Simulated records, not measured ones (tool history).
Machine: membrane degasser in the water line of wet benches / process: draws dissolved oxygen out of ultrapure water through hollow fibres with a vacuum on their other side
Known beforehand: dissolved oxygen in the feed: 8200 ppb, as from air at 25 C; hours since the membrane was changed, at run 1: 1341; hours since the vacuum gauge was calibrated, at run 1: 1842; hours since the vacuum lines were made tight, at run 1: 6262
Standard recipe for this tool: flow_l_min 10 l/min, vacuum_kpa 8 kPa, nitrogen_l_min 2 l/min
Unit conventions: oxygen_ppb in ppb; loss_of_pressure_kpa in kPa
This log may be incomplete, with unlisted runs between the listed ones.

run    hour  flow_l_min  vacuum_kpa  nitrogen_l_min  hours since the membrane was changed  hours since the vacuum gauge was calibrated  hours since the vacuum lines were made tight  oxygen_ppb  loss_of_pressure_kpa
  1       0          10           8               2                                  1341                                         1842                                          6262        65.6                 37.42
  2    56.6          10           8            0.88                                  1397                                         1899                                          6318       135.5                 37.72
  3   108.8          10           8            0.88                                  1450                                         1951                                          6370       132.3                 37.77
  4   158.5          10        5.63               2                                  1499                                         2000                                          6420        36.1                 37.66
  5   201.3          12        5.63               2                                  1542                                         2043                                          6463        47.6                    45
  6   270.3          12        5.63               2                                  1611                                         2112                                          6532        47.7                 45.17
  7   338.7          12        5.63             0.8                                  1679                                         2181                                          6600        96.4                 45.33
  8   410.7          12        5.63            2.58                                  1751                                         2253                                          6672          39                 45.31
  9   464.5          10        6.83               2                                  1805                                         2307                                          6726          51                 37.82
 10   552.6          10           8               2                                  1893                                         2395                                          6814          65                 37.56
 11   593.9          10           8               2                                  1935                                         2436                                          6855        64.2                 37.51
 12   650.8          10           8            5.29                                  1992                                         2493                                          6912        28.8                 37.72
 13   722.5          10           8            5.29                                  2063                                         2564                                          6984        28.7                 37.74
 14   778.1          10        5.08            4.91                                  2119                                         2620                                          7040        15.7                 37.52
 15   818.6          10        5.08            4.91                                  2159                                         2661                                          7080        15.7                 37.75
 16   905.5          10        5.08            4.91                                  2246                                         2747                                          7167        15.4                 37.68
 17   977.8          10        5.08            4.91                                  2319                                         2820                                          7239        15.7                 37.55
 18  1041.3          10        7.42            0.95                                  2382                                         2883                                          7303       110.6                 37.88
 19  1128.2          10        7.42            0.95                                  2469                                         2970                                          7390       111.1                  37.5
 20  1218.4          13       10.94            0.95                                  2559                                         3060                                          7480       254.2                 48.58

5 options for the next run, each taken on its own from the tool as it stands now. Forecast them:
  A  1279.3          13       14.72            1.38                                  2620                                         3121                                          7541           ?                     ?
  B  1279.3           7       10.94            0.95                                  2620                                         3121                                          7541           ?                     ?
  C  1279.3           6       10.94            5.34                                  2620                                         3121                                          7541           ?                     ?
  D  1279.3           8       10.94            2.06                                  2620                                         3121                                          7541           ?                     ?
  E  1279.3           9        7.99            2.04                                  2620                                         3121                                          7541           ?                     ?

run  oxygen_ppb  loss_of_pressure_kpa
  A       265.2                 48.78
  B       138.4                 26.67
  C        22.4                 22.56
  D        75.6                 30.19
  E        55.6                 33.66
Take away the tool's hidden state, keep each run's random variation, and the runs would have read:
run  oxygen_ppb  loss_of_pressure_kpa
  A       264.9                 48.75
  B       138.2                 26.66
  C        22.4                 22.55
  D        75.5                 30.18
  E        55.4                 33.64
